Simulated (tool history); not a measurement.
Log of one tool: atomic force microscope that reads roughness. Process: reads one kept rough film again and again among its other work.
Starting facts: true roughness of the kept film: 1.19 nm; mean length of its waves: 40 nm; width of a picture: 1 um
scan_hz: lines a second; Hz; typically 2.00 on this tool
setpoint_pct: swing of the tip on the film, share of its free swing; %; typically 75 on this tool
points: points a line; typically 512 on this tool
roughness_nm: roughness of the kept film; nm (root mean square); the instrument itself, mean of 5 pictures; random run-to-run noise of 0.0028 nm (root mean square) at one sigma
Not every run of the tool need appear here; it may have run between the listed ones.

run   hour  scan_hz  setpoint_pct  points  roughness_nm
  1    0.0     2.00            75     512         0.969
  2    8.7     2.00            75     512         0.964
  3   15.7     2.00            75     512         0.964
  4   29.9     2.00            75     390         0.951
  5   42.7     2.00            75     390         0.954
  6   57.5     2.00            75     390         0.946
  7   73.9     1.07            75     512         1.012
      79.1  -- new tip fitted
  8   87.4     1.07            75     512         1.065
  9   98.7     1.07            75     512         1.060
 10  109.8     1.07            75     512         1.052
 11  124.8     1.07            75     512         1.046
 12  138.4     1.07            75     512         1.042
 13  150.9     1.07            63     512         1.089
 14  164.6     2.00            75     512         0.956
 15  171.2     2.00            75     512         0.959
 16  181.9     2.00            75     512         0.957
 17  192.5     2.00            75     512         0.946
 18  207.6     1.23            75     512         1.000
 19  216.8     1.23            75     512         1.001
     224.1  -- new tip fitted
 20  231.2     1.23            75     512         1.054
     233.6  -- height scale calibrated on a step standard
 21  240.7     1.23            75     512         1.051
 22  254.3     2.00            75     512         0.983
 23  268.0     0.87            75     512         1.072
 24  282.3     3.92            75     512         0.853
 25  297.7     3.92            75     512         0.851
 26  311.4     2.00            75     284         0.956
 27  321.1     2.14            64     839         1.028
     325.7  -- height scale calibrated on a step standard, once more
 28  330.9     0.68            82     783         1.035
 29  343.0     0.68            82     783         1.028
 30  353.7     0.68            82     783         1.025
 31  362.4     0.68            82     783         1.022
     371.0  -- new tip fitted
 32  371.7     2.50            57     495         1.093
 33  380.3     2.45            90     375         0.802
 34  390.0     1.41            69     570         1.067
 35  403.8     1.41            69     570         1.060
 36  411.7     1.56            70     512         1.048
 37  420.9     0.51            83     725         1.075
 38  428.0     0.87            83     267         1.019
 39  436.1     0.87            58     267         1.105
 40  446.9     1.19            75     512         1.031
 41  454.5     1.41            75     306         1.004
 42  462.4     3.56            59     426         1.009
 43  473.8     2.00            71     298         0.979
 44  490.1     0.59            67     512         1.083
 45  497.2     0.91            75     399         1.037
 46  510.0     1.70            75     399         0.963
     516.7  -- new tip fitted
 47  526.0     3.84            61     462         1.016
 48  541.9     1.68            61     432         1.089
 49  558.1     1.29            55     500         1.118
 50  569.8     1.05            61     404         1.102
 51  584.4     0.74            75     512         1.076
 52  594.9     0.52            67     678         1.109

Measured result minus the same run's result without the hidden state. Both carry the same run-to-run variation, though not necessarily the same gauge scatter:
What the log doesn't record here: radius of the tip, nm; height scale over the true one, %; drift of the gauge itself on roughness_nm, %.
run  roughness_nm
  1        -0.025
  2        -0.028
  3        -0.030
  4        -0.035
  5        -0.039
  6        -0.045
  7        -0.053
  8        -0.004
  9        -0.008
 10        -0.013
 11        -0.019
 12        -0.024
 13        -0.030
 14        -0.032
 15        -0.035
 16        -0.038
 17        -0.042
 18        -0.051
 19        -0.053
 20        -0.002
 21        -0.004
 22        -0.008
 23        -0.015
 24        -0.016
 25        -0.021
 26        -0.028
 27        -0.035
 28        -0.042
 29        -0.047
 30        -0.050
 31        -0.054
 32        +0.000
 33        -0.002
 34        -0.007
 35        -0.013
 36        -0.015
 37        -0.020
 38        -0.021
 39        -0.026
 40        -0.028
 41        -0.031
 42        -0.034
 43        -0.036
 44        -0.047
 45        -0.049
 46        -0.050
 47        -0.002
 48        -0.009
 49        -0.015
 50        -0.020
 51        -0.026
 52        -0.032
